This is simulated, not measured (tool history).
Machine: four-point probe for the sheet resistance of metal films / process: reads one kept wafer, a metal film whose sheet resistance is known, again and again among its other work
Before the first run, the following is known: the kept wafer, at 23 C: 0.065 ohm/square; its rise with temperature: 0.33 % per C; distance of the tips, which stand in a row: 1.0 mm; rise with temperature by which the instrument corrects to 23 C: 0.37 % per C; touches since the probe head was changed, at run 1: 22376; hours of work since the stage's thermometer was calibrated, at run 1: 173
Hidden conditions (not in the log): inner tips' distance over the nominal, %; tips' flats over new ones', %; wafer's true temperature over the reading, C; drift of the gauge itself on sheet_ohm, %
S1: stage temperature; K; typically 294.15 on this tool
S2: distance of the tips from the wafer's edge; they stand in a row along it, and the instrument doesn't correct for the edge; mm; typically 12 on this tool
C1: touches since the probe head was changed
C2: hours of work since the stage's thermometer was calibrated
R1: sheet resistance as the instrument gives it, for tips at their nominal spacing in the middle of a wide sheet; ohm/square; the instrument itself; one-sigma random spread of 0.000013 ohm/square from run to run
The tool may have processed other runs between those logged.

run	hour	S1	S2	C1	C2	R1
1	0	294.15	12	22376	173	0.065505
2	31.9	294.15	12	22991	187	0.065507
3	50.4	294.15	12	23347	196	0.065526
4	86.7	294.15	12	24047	212	0.06551
5	111.5	294.15	12	24527	223	0.065501
6	132.1	294.15	12	24924	233	0.065522
7	155.4	294.15	12	25373	243	0.065514
8	176.1	295.15	12	25771	252	0.065513
9	210.9	302.15	12	26444	268	0.065309
10	243.5	302.15	12	27072	283	0.065308
11	260.8	302.15	12	27406	290	0.065323
12	280.5	294.15	12	27785	299	0.065515
13	312.3	294.15	12	28399	314	0.065524
14	341.9	296.15	12	28969	327	0.065474
15	373.4	294.15	47	29577	341	0.06531
16	391.9	294.15	47	29933	349	0.065296
17	422.3	298.15	4	30519	363	0.067314
18	457.6	298.15	4	31200	379	0.067301
# hour 460.1: stage's thermometer calibrated
19	483.8	296.15	7	31697	11	0.065957
20	499.6	297.15	4	32002	18	0.067369
21	517.1	292.15	12	32339	26	0.065602
# hour 545.1: stage's thermometer calibrated, once more
22	545.1	305.15	41	32868	0	0.065024
23	574	292.15	41	33427	13	0.065367
24	597	295.15	5	33870	23	0.066641
25	617.1	292.15	5	34258	32	0.06673
26	641.8	302.15	12	34735	44	0.06532
27	672.7	302.15	12	35329	57	0.065305
28	709.1	302.15	12	36032	74	0.065295
29	734.1	302.15	12	36514	85	0.065337

Here are 4 independent what-if runs from the current tool condition. What would each one return?
A	760.4	303.15	14	37021	97	?
B	760.4	302.15	5	37021	97	?
C	760.4	295.15	28	37021	97	?
D	760.4	292.15	15	37021	97	?

run	R1
A	0.065235
B	0.066449
C	0.065329
D	0.065528
Had the tool no hidden state, the same runs would have come out as:
run	R1
A	0.064993
B	0.066203
C	0.065086
D	0.065285

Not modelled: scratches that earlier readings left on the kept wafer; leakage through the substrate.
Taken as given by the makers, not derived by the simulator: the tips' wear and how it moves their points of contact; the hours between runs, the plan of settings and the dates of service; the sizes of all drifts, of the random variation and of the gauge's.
